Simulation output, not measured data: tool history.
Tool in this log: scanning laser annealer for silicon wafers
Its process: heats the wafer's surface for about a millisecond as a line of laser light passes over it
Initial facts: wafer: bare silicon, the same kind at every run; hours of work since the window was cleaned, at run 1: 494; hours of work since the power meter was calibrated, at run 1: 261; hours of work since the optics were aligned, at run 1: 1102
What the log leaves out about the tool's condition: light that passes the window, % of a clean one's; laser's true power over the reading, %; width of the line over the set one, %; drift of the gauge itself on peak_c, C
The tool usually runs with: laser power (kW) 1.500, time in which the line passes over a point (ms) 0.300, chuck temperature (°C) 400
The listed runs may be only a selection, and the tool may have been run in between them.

run,hour,laser power (kW),time in which the line passes over a point (ms),chuck temperature (°C),hours of work since the window was cleaned,hours of work since the power meter was calibrated,hours of work since the optics were aligned,highest temperature of the surface (°C)
1,0.0,1.500,0.300,400,494,261,1102,1065
2,61.8,1.500,0.311,400,527,293,1134,1078
3,117.0,1.500,0.246,400,556,323,1164,1011
4,145.4,1.500,0.246,400,571,338,1179,1013
5,207.1,1.500,0.300,400,604,371,1212,1066
6,233.5,1.500,0.300,400,618,385,1226,1061
7,290.9,1.500,0.300,400,649,415,1256,1060
# hour 351.9: window over the wafer cleaned
8,352.4,1.500,0.260,400,0,447,1288,1043
9,392.9,1.500,0.260,400,22,468,1309,1041
10,439.4,1.500,0.260,400,46,493,1334,1041
11,489.7,1.500,0.300,400,73,520,1361,1082
12,554.3,1.500,0.300,400,107,554,1395,1079
# hour 580.2: optics aligned, line set to its width
13,593.0,1.500,0.300,400,125,572,7,1098
14,645.7,1.500,0.300,400,153,600,35,1094
15,693.9,1.500,0.300,400,179,626,60,1093
16,754.8,1.500,0.300,400,211,658,93,1089
17,795.3,1.500,0.300,400,233,679,114,1089
18,838.5,1.500,0.300,400,256,702,137,1090
19,875.6,1.500,0.300,400,276,722,157,1083
20,924.7,1.500,0.300,400,302,748,183,1084
21,977.1,1.442,0.254,400,329,776,211,1014
22,1010.2,1.442,0.254,400,347,794,228,1012
23,1042.4,1.500,0.308,400,364,811,246,1092
24,1097.8,1.500,0.308,400,394,840,275,1087
25,1130.1,1.377,0.271,395,411,857,292,995
26,1184.0,1.398,0.249,390,439,886,321,974
27,1244.0,1.309,0.232,403,471,918,353,929
# hour 1250.7: laser's power meter calibrated
28,1294.2,1.500,0.233,400,496,23,378,1004
29,1326.3,1.500,0.228,370,513,40,395,969
30,1386.5,1.500,0.228,370,545,72,427,967
31,1447.1,1.500,0.228,370,578,104,459,966
32,1502.2,1.460,0.214,415,607,134,488,979
33,1555.5,1.460,0.214,415,635,162,517,979
34,1589.5,1.460,0.291,389,653,180,535,1030
# hour 1632.8: laser's power meter calibrated, once more
# hour 1645.6: window over the wafer cleaned
35,1653.2,1.368,0.291,435,4,10,566,1063
36,1707.3,1.500,0.262,408,33,39,595,1064
37,1759.7,1.422,0.250,373,61,66,622,977
38,1820.9,1.287,0.340,400,93,99,655,1024
39,1863.9,1.324,0.245,400,116,122,678,959
40,1898.3,1.276,0.245,400,134,140,696,937

Had the tool no unlogged condition, and each run kept its random variation, what would the results have been?
run,highest temperature of the surface (°C)
1,1100
2,1116
3,1046
4,1048
5,1106
6,1102
7,1102
8,1061
9,1060
10,1061
11,1105
12,1104
13,1107
14,1105
15,1104
16,1102
17,1103
18,1105
19,1099
20,1102
21,1031
22,1029
23,1112
24,1109
25,1014
26,995
27,949
28,1029
29,994
30,994
31,994
32,1007
33,1008
34,1063
35,1070
36,1073
37,987
38,1035
39,970
40,948

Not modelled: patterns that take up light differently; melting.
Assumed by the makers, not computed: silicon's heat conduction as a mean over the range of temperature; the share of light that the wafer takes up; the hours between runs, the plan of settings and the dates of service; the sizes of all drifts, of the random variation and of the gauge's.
